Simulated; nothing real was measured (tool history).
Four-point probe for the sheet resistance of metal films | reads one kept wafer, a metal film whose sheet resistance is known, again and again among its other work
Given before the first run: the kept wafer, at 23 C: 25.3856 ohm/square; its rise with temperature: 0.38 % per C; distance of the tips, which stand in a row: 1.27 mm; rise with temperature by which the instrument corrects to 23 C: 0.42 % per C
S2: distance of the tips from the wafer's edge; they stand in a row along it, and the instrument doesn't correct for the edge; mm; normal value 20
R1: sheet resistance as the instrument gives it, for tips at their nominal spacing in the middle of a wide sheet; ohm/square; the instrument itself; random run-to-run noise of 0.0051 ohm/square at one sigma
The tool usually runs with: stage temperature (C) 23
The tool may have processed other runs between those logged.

{"run": 1, "hour": 0.0, "stage temperature (C)": 23, "S2": 20, "R1": 25.446084}
{"run": 2, "hour": 24.3, "stage temperature (C)": 23, "S2": 20, "R1": 25.436908}
{"run": 3, "hour": 40.7, "stage temperature (C)": 23, "S2": 20, "R1": 25.436606}
{"run": 4, "hour": 53.5, "stage temperature (C)": 23, "S2": 20, "R1": 25.435859}
{"run": 5, "hour": 65.6, "stage temperature (C)": 23, "S2": 20, "R1": 25.445735}
{"run": 6, "hour": 78.6, "stage temperature (C)": 23, "S2": 20, "R1": 25.430192}
{"run": 7, "hour": 99.3, "stage temperature (C)": 23, "S2": 20, "R1": 25.432993}
{"run": 8, "hour": 114.5, "stage temperature (C)": 23, "S2": 20, "R1": 25.426256}
{"run": 9, "hour": 125.3, "stage temperature (C)": 23, "S2": 20, "R1": 25.431181}
{"run": 10, "hour": 142.4, "stage temperature (C)": 24, "S2": 20, "R1": 25.430467}
{"run": 11, "hour": 162.9, "stage temperature (C)": 24, "S2": 20, "R1": 25.422189}
{"run": 12, "hour": 181.0, "stage temperature (C)": 24, "S2": 20, "R1": 25.420731}
{"run": 13, "hour": 205.1, "stage temperature (C)": 24, "S2": 20, "R1": 25.418286}
{"run": 14, "hour": 216.8, "stage temperature (C)": 32, "S2": 34, "R1": 25.315253}
{"run": 15, "hour": 237.0, "stage temperature (C)": 32, "S2": 34, "R1": 25.312075}
{"run": 16, "hour": 250.1, "stage temperature (C)": 19, "S2": 20, "R1": 25.445449}
{"run": 17, "hour": 264.0, "stage temperature (C)": 23, "S2": 11, "R1": 25.545787}
{"run": 18, "hour": 287.3, "stage temperature (C)": 23, "S2": 11, "R1": 25.547395}
{"run": 19, "hour": 306.1, "stage temperature (C)": 31, "S2": 52, "R1": 25.300652}
{"run": 20, "hour": 326.7, "stage temperature (C)": 21, "S2": 20, "R1": 25.43323}

Each run again, without the hidden state but with its own random variation kept:
The tool's hidden condition here consists of: inner tips' distance over the nominal, %; tips' flats over new ones', %; wafer's true temperature over the reading, C; drift of the gauge itself on sheet_ohm, %.
run=1 R1=25.446710
run=2 R1=25.439634
run=3 R1=25.440579
run=4 R1=25.441100
run=5 R1=25.452020
run=6 R1=25.437593
run=7 R1=25.442221
run=8 R1=25.436728
run=9 R1=25.442564
run=10 R1=25.443226
run=11 R1=25.436627
run=12 R1=25.436705
run=13 R1=25.436286
run=14 R1=25.333960
run=15 R1=25.332407
run=16 R1=25.467308
run=17 R1=25.568821
run=18 R1=25.572367
run=19 R1=25.326867
run=20 R1=25.461459
